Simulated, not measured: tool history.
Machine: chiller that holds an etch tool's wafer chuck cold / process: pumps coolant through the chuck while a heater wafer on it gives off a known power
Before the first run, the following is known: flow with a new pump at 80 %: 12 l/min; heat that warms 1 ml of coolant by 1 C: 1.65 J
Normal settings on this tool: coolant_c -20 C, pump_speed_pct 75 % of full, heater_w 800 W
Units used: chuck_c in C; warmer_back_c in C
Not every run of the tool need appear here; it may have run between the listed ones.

| run | hour | coolant_c | pump_speed_pct | heater_w | chuck_c | warmer_back_c |
|---|---|---|---|---|---|---|
| 1 | 0 | -20 | 75 | 800 | -9.88 | 2.554 |
| 2 | 51.5 | -20 | 75 | 800 | -9.91 | 2.575 |
| 3 | 106.1 | -20 | 75 | 800 | -9.83 | 2.576 |
| 4 | 168.9 | -21 | 75 | 800 | -10.73 | 2.573 |
| 5 | 232.1 | -20 | 75 | 800 | -9.8 | 2.582 |
| 6 | 276.5 | -20 | 75 | 800 | -9.7 | 2.576 |
| 7 | 337.2 | -30 | 75 | 800 | -19.77 | 2.569 |
| 8 | 401.4 | -13 | 74 | 452 | -7.13 | 1.466 |
| 9 | 435.4 | -23 | 69 | 723 | -13.34 | 2.529 |
| 10 | 490.6 | -21 | 85 | 680 | -12.9 | 1.934 |
| 11 | 518.1 | -21 | 85 | 680 | -12.85 | 1.927 |
| 12 | 546.3 | -29 | 76 | 458 | -22.94 | 1.458 |
| 13 | 601.8 | -29 | 76 | 458 | -23.03 | 1.463 |
| 14 | 662.1 | -15 | 62 | 802 | -3.49 | 3.139 |

5 ways to go on from here, each from the tool as it stands after run 14. What would each give?
| A | 713.3 | -20 | 75 | 740 | ? | ? |
| B | 713.3 | -25 | 75 | 510 | ? | ? |
| C | 713.3 | -24 | 60 | 806 | ? | ? |
| D | 713.3 | -27 | 71 | 800 | ? | ? |
| E | 713.3 | -20 | 63 | 816 | ? | ? |

| run | chuck_c | warmer_back_c |
|---|---|---|
| A | -10.62 | 2.388 |
| B | -18.17 | 1.643 |
| C | -12.03 | 3.274 |
| D | -16.29 | 2.728 |
| E | -8.29 | 3.15 |
Without the tool's unlogged condition, the same runs would have read:
| run | chuck_c | warmer_back_c |
|---|---|---|
| A | -11.16 | 2.391 |
| B | -18.6 | 1.644 |
| C | -12.65 | 3.276 |
| D | -16.86 | 2.731 |
| E | -8.9 | 3.153 |

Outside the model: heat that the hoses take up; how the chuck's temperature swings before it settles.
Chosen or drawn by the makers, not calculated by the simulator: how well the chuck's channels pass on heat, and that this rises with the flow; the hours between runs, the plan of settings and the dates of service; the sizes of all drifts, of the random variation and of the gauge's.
